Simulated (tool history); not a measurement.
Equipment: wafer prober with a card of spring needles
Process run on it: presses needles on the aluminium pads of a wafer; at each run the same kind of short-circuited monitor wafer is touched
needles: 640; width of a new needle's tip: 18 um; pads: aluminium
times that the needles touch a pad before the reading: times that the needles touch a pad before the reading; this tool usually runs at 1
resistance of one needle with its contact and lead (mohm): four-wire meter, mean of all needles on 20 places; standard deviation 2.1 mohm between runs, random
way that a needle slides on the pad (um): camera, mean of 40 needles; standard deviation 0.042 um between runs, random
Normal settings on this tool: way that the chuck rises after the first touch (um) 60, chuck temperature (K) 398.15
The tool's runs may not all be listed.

| run | day | way that the chuck rises after the first touch (um) | chuck temperature (K) | times that the needles touch a pad before the reading | resistance of one needle with its contact and lead (mohm) | way that a needle slides on the pad (um) |
|---|---|---|---|---|---|---|
| 1 | 0.000 | 60 | 398.15 | 1 | 336 | 14.74 |
|  | 0.088 | tips cleaned on abrasive film |
|  | 0.667 | tips cleaned on abrasive film |
| 2 | 1.100 | 60 | 398.15 | 1 | 332 | 14.60 |
|  | 1.325 | tips cleaned on abrasive film |
|  | 1.946 | tips cleaned on abrasive film |
| 3 | 2.258 | 60 | 398.15 | 1 | 316 | 14.60 |
|  | 2.533 | tips cleaned on abrasive film |
|  | 3.158 | tips cleaned on abrasive film |
| 4 | 3.358 | 72 | 398.15 | 1 | 273 | 17.55 |
|  | 3.804 | tips cleaned on abrasive film |
| 5 | 4.192 | 65 | 398.15 | 1 | 314 | 15.72 |
|  | 4.446 | tips cleaned on abrasive film |
|  | 5.042 | tips cleaned on abrasive film |
| 6 | 5.542 | 60 | 398.15 | 1 | 342 | 14.46 |
|  | 5.654 | tips cleaned on abrasive film |
|  | 6.312 | tips cleaned on abrasive film |
| 7 | 6.821 | 60 | 398.15 | 1 | 338 | 14.37 |
|  | 6.917 | tips cleaned on abrasive film |
|  | 7.525 | tips cleaned on abrasive film |
|  | 7.538 | height of the first contact set anew |
|  | 8.146 | tips cleaned on abrasive film |
| 8 | 8.221 | 44 | 398.15 | 1 | 304 | 10.18 |
|  | 8.733 | tips cleaned on abrasive film |
| 9 | 8.854 | 44 | 398.15 | 1 | 335 | 10.13 |
|  | 9.329 | tips cleaned on abrasive film |
| 10 | 9.596 | 44 | 398.15 | 1 | 398 | 10.05 |
|  | 10.008 | tips cleaned on abrasive film |
|  | 10.342 | height of the first contact set anew, once more |
| 11 | 10.342 | 44 | 398.15 | 1 | 397 | 10.97 |
|  | 10.700 | tips cleaned on abrasive film |
|  | 11.308 | tips cleaned on abrasive film |
| 12 | 11.317 | 44 | 398.15 | 1 | 258 | 10.94 |
|  | 11.921 | tips cleaned on abrasive film |
|  | 12.508 | tips cleaned on abrasive film |
| 13 | 12.588 | 44 | 398.15 | 1 | 297 | 10.84 |
|  | 13.096 | tips cleaned on abrasive film |
|  | 13.683 | tips cleaned on abrasive film |
| 14 | 13.983 | 44 | 398.15 | 2 | 333 | 10.85 |
|  | 14.304 | tips cleaned on abrasive film |
| 15 | 14.667 | 60 | 398.15 | 1 | 323 | 14.79 |
|  | 14.925 | tips cleaned on abrasive film |
|  | 15.538 | tips cleaned on abrasive film |
| 16 | 15.546 | 60 | 398.15 | 1 | 240 | 14.68 |
|  | 16.217 | tips cleaned on abrasive film |
|  | 16.812 | tips cleaned on abrasive film |
| 17 | 16.908 | 47 | 336.15 | 3 | 244 | 11.48 |
|  | 17.471 | tips cleaned on abrasive film |
| 18 | 17.754 | 59 | 346.15 | 2 | 282 | 14.40 |
|  | 18.138 | tips cleaned on abrasive film |
| 19 | 18.658 | 68 | 388.15 | 1 | 317 | 16.75 |
|  | 18.742 | tips cleaned on abrasive film |
|  | 19.425 | tips cleaned on abrasive film |
| 20 | 19.483 | 68 | 388.15 | 1 | 248 | 16.57 |
|  | 20.021 | tips cleaned on abrasive film |
|  | 20.671 | tips cleaned on abrasive film |
| 21 | 21.033 | 73 | 307.15 | 2 | 249 | 17.83 |
|  | 21.338 | tips cleaned on abrasive film |
|  | 22.033 | tips cleaned on abrasive film |
| 22 | 22.217 | 73 | 307.15 | 2 | 240 | 17.76 |

For run 23, what comes out?
|  | 22.671 | tips cleaned on abrasive film |
|  | 23.379 | tips cleaned on abrasive film |
| 23 | 23.408 | 52 | 360.15 | 1 | ? | ? |

Run 23 came out at resistance of one needle with its contact and lead (mohm) 250, way that a needle slides on the pad (um) 12.61.
The same run, on a tool lacking any hidden state, would have yielded resistance of one needle with its contact and lead (mohm) 219, way that a needle slides on the pad (um) 12.97.
